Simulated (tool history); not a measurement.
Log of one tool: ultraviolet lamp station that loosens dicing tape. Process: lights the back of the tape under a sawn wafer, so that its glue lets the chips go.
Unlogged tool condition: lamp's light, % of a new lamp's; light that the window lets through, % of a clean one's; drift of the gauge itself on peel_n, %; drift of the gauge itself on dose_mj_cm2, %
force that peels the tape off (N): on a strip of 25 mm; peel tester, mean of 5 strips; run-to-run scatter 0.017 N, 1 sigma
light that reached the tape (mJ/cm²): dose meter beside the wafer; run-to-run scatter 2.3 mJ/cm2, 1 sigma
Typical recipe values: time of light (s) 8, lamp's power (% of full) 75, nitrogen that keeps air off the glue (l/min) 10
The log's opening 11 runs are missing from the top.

run   hour  time of light (s)  lamp's power (% of full)  nitrogen that keeps air off the glue (l/min)  hours of work of the lamp  hours of work since the window was cleaned  force that peels the tape off (N)  light that reached the tape (mJ/cm²)
 12  147.8                  8                        87                                            10                        384                                         169                              0.751                                   227
 13  159.3                  8                        87                                            10                        392                                         177                              0.757                                   228
 14  177.2                  8                        75                                            10                        404                                         189                              1.059                                   197
 15  191.9                  8                        86                                            10                        414                                         199                              0.826                                   224
 16  209.7                  8                        86                                            10                        426                                         211                              0.817                                   220
 17  227.4                  8                        86                                            10                        438                                         223                              0.840                                   224
 18  237.6                  8                        75                                            10                        445                                         229                              1.080                                   195
 19  246.4                  8                        69                                            10                        451                                         235                              1.303                                   176
     248.4  -- window cleaned of glue's vapour
 20  255.5                  8                        69                                            10                        457                                           5                              1.344                                   173
 21  264.5                  8                        88                                            10                        463                                          11                              0.817                                   225

Estimate the outcome of run 22 from the log above:
 22  275.1                  8                        75                                            10                        470                                          18                                  ?                                     ?

Run 22 yielded force that peels the tape off (N) 1.178, light that reached the tape (mJ/cm²) 184.
Minus the tool's unlogged condition, the same run would have read force that peels the tape off (N) 0.839, light that reached the tape (mJ/cm²) 219.
